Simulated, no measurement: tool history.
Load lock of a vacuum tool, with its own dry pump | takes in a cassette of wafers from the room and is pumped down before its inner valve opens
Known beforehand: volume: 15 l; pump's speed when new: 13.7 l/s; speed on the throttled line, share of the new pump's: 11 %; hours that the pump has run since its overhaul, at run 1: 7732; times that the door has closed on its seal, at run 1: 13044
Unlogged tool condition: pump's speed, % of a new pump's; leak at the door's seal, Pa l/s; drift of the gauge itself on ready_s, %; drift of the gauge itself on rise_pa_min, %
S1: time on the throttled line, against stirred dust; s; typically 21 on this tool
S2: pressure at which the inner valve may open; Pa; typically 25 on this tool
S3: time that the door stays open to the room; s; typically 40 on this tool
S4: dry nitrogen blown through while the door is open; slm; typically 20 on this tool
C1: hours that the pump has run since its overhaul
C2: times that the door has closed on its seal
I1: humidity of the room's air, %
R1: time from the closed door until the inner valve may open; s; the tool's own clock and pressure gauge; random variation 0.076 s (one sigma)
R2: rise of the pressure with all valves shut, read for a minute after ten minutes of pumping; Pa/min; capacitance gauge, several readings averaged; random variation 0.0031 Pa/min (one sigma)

run,hour,S1,S2,S3,S4,C1,C2,I1,R1,R2
1,0.0,21,25,40,20,7732,13044,43.8,28.79,0.133
2,74.1,21,25,40,20,7806,13235,46.0,28.72,0.142
3,194.1,21,25,40,20,7926,13545,45.5,28.63,0.138
4,284.8,21,25,40,20,8017,13778,43.7,28.89,0.135
5,350.8,21,32,40,20,8083,13948,47.6,28.64,0.149
6,505.7,21,32,75,20,8238,14348,44.5,28.46,0.176
7,621.6,27,25,40,5,8354,14646,44.1,34.10,0.172

Forecast run 8:
8,697.4,27,44,40,5,8430,14842,46.9,?,?

Run 8 yielded R1 33.38 s, R2 0.177 Pa/min.
With the hidden condition absent and the run-to-run variation left alone, this run would have shown R1 32.52 s, R2 0.090 Pa/min.

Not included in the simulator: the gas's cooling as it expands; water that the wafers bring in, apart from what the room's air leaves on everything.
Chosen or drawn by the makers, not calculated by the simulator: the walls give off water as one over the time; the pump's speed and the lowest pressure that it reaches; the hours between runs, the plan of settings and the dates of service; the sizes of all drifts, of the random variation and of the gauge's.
